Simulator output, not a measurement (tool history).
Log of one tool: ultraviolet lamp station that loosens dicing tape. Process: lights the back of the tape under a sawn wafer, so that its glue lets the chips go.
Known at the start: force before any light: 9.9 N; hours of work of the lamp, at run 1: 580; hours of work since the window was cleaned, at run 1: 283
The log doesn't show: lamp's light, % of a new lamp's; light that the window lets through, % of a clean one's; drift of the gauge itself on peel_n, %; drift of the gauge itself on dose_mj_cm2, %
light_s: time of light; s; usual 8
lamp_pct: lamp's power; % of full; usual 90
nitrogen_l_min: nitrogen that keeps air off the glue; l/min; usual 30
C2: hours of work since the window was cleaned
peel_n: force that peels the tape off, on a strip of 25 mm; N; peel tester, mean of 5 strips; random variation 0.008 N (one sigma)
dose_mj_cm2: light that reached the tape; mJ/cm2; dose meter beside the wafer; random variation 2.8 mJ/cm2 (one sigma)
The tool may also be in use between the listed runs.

run 1 hour=0.0 | light_s=8 lamp_pct=90 nitrogen_l_min=30 | hours_of_work_of_the_lamp=580 C2=283 | peel_n=0.374 dose_mj_cm2=354
run 2 hour=21.3 | light_s=8 lamp_pct=90 nitrogen_l_min=30 | hours_of_work_of_the_lamp=595 C2=298 | peel_n=0.369 dose_mj_cm2=358
run 3 hour=39.2 | light_s=8 lamp_pct=90 nitrogen_l_min=30 | hours_of_work_of_the_lamp=607 C2=310 | peel_n=0.360 dose_mj_cm2=357
run 4 hour=51.6 | light_s=8 lamp_pct=90 nitrogen_l_min=32 | hours_of_work_of_the_lamp=616 C2=319 | peel_n=0.349 dose_mj_cm2=357
run 5 hour=67.9 | light_s=8 lamp_pct=69 nitrogen_l_min=30 | hours_of_work_of_the_lamp=627 C2=330 | peel_n=0.611 dose_mj_cm2=268
run 6 hour=89.8 | light_s=8 lamp_pct=90 nitrogen_l_min=30 | hours_of_work_of_the_lamp=643 C2=346 | peel_n=0.390 dose_mj_cm2=349
run 7 hour=108.2 | light_s=8 lamp_pct=90 nitrogen_l_min=30 | hours_of_work_of_the_lamp=656 C2=359 | peel_n=0.372 dose_mj_cm2=350
run 8 hour=125.0 | light_s=12 lamp_pct=90 nitrogen_l_min=30 | hours_of_work_of_the_lamp=667 C2=370 | peel_n=0.252 dose_mj_cm2=523
run 9 hour=135.4 | light_s=8 lamp_pct=90 nitrogen_l_min=13 | hours_of_work_of_the_lamp=675 C2=378 | peel_n=0.675 dose_mj_cm2=350
run 10 hour=146.7 | light_s=8 lamp_pct=90 nitrogen_l_min=13 | hours_of_work_of_the_lamp=683 C2=386 | peel_n=0.684 dose_mj_cm2=351
run 11 hour=166.4 | light_s=8 lamp_pct=90 nitrogen_l_min=13 | hours_of_work_of_the_lamp=696 C2=399 | peel_n=0.677 dose_mj_cm2=346
run 12 hour=189.0 | light_s=8 lamp_pct=90 nitrogen_l_min=12 | hours_of_work_of_the_lamp=712 C2=415 | peel_n=0.748 dose_mj_cm2=347
run 13 hour=204.3 | light_s=13 lamp_pct=60 nitrogen_l_min=14 | hours_of_work_of_the_lamp=723 C2=426 | peel_n=0.582 dose_mj_cm2=370
run 14 hour=226.8 | light_s=12 lamp_pct=73 nitrogen_l_min=10 | hours_of_work_of_the_lamp=738 C2=442 | peel_n=0.547 dose_mj_cm2=416
run 15 hour=240.9 | light_s=12 lamp_pct=81 nitrogen_l_min=47 | hours_of_work_of_the_lamp=748 C2=451 | peel_n=0.257 dose_mj_cm2=456
run 16 hour=255.3 | light_s=12 lamp_pct=81 nitrogen_l_min=47 | hours_of_work_of_the_lamp=758 C2=461 | peel_n=0.245 dose_mj_cm2=461
run 17 hour=273.4 | light_s=7 lamp_pct=84 nitrogen_l_min=37 | hours_of_work_of_the_lamp=771 C2=474 | peel_n=0.523 dose_mj_cm2=275
run 18 hour=291.9 | light_s=4 lamp_pct=84 nitrogen_l_min=10 | hours_of_work_of_the_lamp=784 C2=487 | peel_n=2.988 dose_mj_cm2=156
run 19 hour=313.8 | light_s=11 lamp_pct=90 nitrogen_l_min=28 | hours_of_work_of_the_lamp=799 C2=502 | peel_n=0.289 dose_mj_cm2=461
run 20 hour=329.3 | light_s=8 lamp_pct=90 nitrogen_l_min=28 | hours_of_work_of_the_lamp=810 C2=513 | peel_n=0.438 dose_mj_cm2=335
run 21 hour=340.7 | light_s=4 lamp_pct=90 nitrogen_l_min=10 | hours_of_work_of_the_lamp=818 C2=521 | peel_n=2.701 dose_mj_cm2=163

4 ways to go on from here, each from the tool as it stands after run 21. What would each give?
run A hour=358.1 | light_s=14 lamp_pct=68 nitrogen_l_min=33 | hours_of_work_of_the_lamp=830 C2=533 | peel_n=? dose_mj_cm2=?
run B hour=358.1 | light_s=5 lamp_pct=77 nitrogen_l_min=30 | hours_of_work_of_the_lamp=830 C2=533 | peel_n=? dose_mj_cm2=?
run C hour=358.1 | light_s=11 lamp_pct=97 nitrogen_l_min=37 | hours_of_work_of_the_lamp=830 C2=533 | peel_n=? dose_mj_cm2=?
run D hour=358.1 | light_s=7 lamp_pct=69 nitrogen_l_min=30 | hours_of_work_of_the_lamp=830 C2=533 | peel_n=? dose_mj_cm2=?

run=A peel_n=0.270 dose_mj_cm2=441
run=B peel_n=1.414 dose_mj_cm2=180
run=C peel_n=0.256 dose_mj_cm2=496
run=D peel_n=0.886 dose_mj_cm2=223
Without the tool's hidden state the same runs would have given:
run=A peel_n=0.242 dose_mj_cm2=536
run=B peel_n=0.983 dose_mj_cm2=219
run=C peel_n=0.244 dose_mj_cm2=602
run=D peel_n=0.599 dose_mj_cm2=271

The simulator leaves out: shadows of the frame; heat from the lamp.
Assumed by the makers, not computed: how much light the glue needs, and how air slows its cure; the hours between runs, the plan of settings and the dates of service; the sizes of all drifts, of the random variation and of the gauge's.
